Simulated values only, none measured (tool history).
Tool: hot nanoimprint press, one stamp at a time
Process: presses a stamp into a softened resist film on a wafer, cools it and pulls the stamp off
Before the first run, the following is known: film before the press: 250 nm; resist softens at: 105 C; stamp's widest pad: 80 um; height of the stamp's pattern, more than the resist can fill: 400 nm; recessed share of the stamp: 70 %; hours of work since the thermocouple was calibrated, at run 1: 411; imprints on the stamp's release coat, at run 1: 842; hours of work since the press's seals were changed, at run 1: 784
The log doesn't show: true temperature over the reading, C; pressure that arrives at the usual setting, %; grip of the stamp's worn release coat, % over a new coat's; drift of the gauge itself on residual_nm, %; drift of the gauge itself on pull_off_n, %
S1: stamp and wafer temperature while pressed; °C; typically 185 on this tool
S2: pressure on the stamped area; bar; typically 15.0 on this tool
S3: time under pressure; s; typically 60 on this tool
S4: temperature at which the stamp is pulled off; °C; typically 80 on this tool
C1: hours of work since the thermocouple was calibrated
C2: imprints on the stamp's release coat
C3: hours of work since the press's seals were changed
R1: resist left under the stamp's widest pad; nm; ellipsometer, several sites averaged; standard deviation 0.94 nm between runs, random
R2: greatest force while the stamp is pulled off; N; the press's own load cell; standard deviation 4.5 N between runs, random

{"run": 1, "hour": 0.0, "S1": 185, "S2": 15.0, "S3": 60, "S4": 80, "C1": 411, "C2": 842, "C3": 784, "R1": 139.6, "R2": 262}
{"hour": 31.6, "done": "stamp cleaned and given a new release coat"}
{"run": 2, "hour": 56.9, "S1": 185, "S2": 15.0, "S3": 60, "S4": 80, "C1": 444, "C2": 70, "C3": 818, "R1": 140.0, "R2": 236}
{"run": 3, "hour": 107.1, "S1": 185, "S2": 15.0, "S3": 60, "S4": 80, "C1": 477, "C2": 210, "C3": 850, "R1": 139.9, "R2": 241}
{"run": 4, "hour": 130.9, "S1": 185, "S2": 15.0, "S3": 60, "S4": 80, "C1": 492, "C2": 276, "C3": 866, "R1": 140.8, "R2": 236}
{"run": 5, "hour": 158.6, "S1": 185, "S2": 9.4, "S3": 60, "S4": 80, "C1": 511, "C2": 354, "C3": 884, "R1": 163.3, "R2": 238}
{"run": 6, "hour": 185.8, "S1": 185, "S2": 9.4, "S3": 60, "S4": 80, "C1": 528, "C2": 429, "C3": 902, "R1": 162.4, "R2": 241}
{"run": 7, "hour": 225.4, "S1": 185, "S2": 9.4, "S3": 60, "S4": 80, "C1": 554, "C2": 539, "C3": 928, "R1": 162.7, "R2": 254}
{"hour": 240.7, "done": "plate thermocouple calibrated"}
{"run": 8, "hour": 278.0, "S1": 185, "S2": 15.0, "S3": 60, "S4": 80, "C1": 24, "C2": 677, "C3": 960, "R1": 132.2, "R2": 245}
{"run": 9, "hour": 330.7, "S1": 185, "S2": 15.0, "S3": 60, "S4": 80, "C1": 59, "C2": 824, "C3": 995, "R1": 134.6, "R2": 248}
{"hour": 367.8, "done": "stamp cleaned and given a new release coat"}
{"run": 10, "hour": 392.4, "S1": 185, "S2": 15.0, "S3": 60, "S4": 80, "C1": 95, "C2": 69, "C3": 1031, "R1": 133.8, "R2": 227}
{"run": 11, "hour": 440.8, "S1": 185, "S2": 15.0, "S3": 60, "S4": 80, "C1": 127, "C2": 204, "C3": 1063, "R1": 135.9, "R2": 230}
{"run": 12, "hour": 488.1, "S1": 185, "S2": 15.0, "S3": 60, "S4": 80, "C1": 158, "C2": 335, "C3": 1094, "R1": 136.6, "R2": 241}
{"run": 13, "hour": 533.6, "S1": 185, "S2": 15.0, "S3": 60, "S4": 80, "C1": 188, "C2": 462, "C3": 1124, "R1": 136.9, "R2": 240}
{"run": 14, "hour": 560.2, "S1": 187, "S2": 15.0, "S3": 60, "S4": 80, "C1": 205, "C2": 536, "C3": 1141, "R1": 126.2, "R2": 247}
{"run": 15, "hour": 585.7, "S1": 187, "S2": 15.0, "S3": 60, "S4": 80, "C1": 222, "C2": 607, "C3": 1158, "R1": 127.7, "R2": 248}
{"run": 16, "hour": 626.6, "S1": 189, "S2": 15.0, "S3": 60, "S4": 80, "C1": 249, "C2": 721, "C3": 1185, "R1": 118.3, "R2": 253}
{"run": 17, "hour": 666.4, "S1": 176, "S2": 9.4, "S3": 119, "S4": 74, "C1": 275, "C2": 832, "C3": 1211, "R1": 173.8, "R2": 285}
{"hour": 698.4, "done": "stamp cleaned and given a new release coat"}
{"run": 18, "hour": 702.3, "S1": 176, "S2": 9.4, "S3": 119, "S4": 74, "C1": 294, "C2": 11, "C3": 1230, "R1": 177.9, "R2": 258}
{"run": 19, "hour": 728.0, "S1": 176, "S2": 9.4, "S3": 119, "S4": 74, "C1": 311, "C2": 82, "C3": 1247, "R1": 175.9, "R2": 265}
{"run": 20, "hour": 777.2, "S1": 185, "S2": 15.0, "S3": 60, "S4": 81, "C1": 343, "C2": 219, "C3": 1279, "R1": 139.6, "R2": 226}
{"run": 21, "hour": 804.7, "S1": 176, "S2": 14.9, "S3": 74, "S4": 76, "C1": 361, "C2": 296, "C3": 1297, "R1": 178.5, "R2": 266}

Forecast run 22:
{"hour": 847.4, "done": "press's hydraulic seals changed and the load cell set to zero"}
{"run": 22, "hour": 849.4, "S1": 185, "S2": 9.6, "S3": 38, "S4": 80, "C1": 385, "C2": 398, "C3": 1, "R1": "?", "R2": "?"}

Run 22 produced R1 178.0 nm, R2 247 N.
If the tool had no hidden condition, the same run with the same run-to-run variation would have returned R1 173.0 nm, R2 229 N.
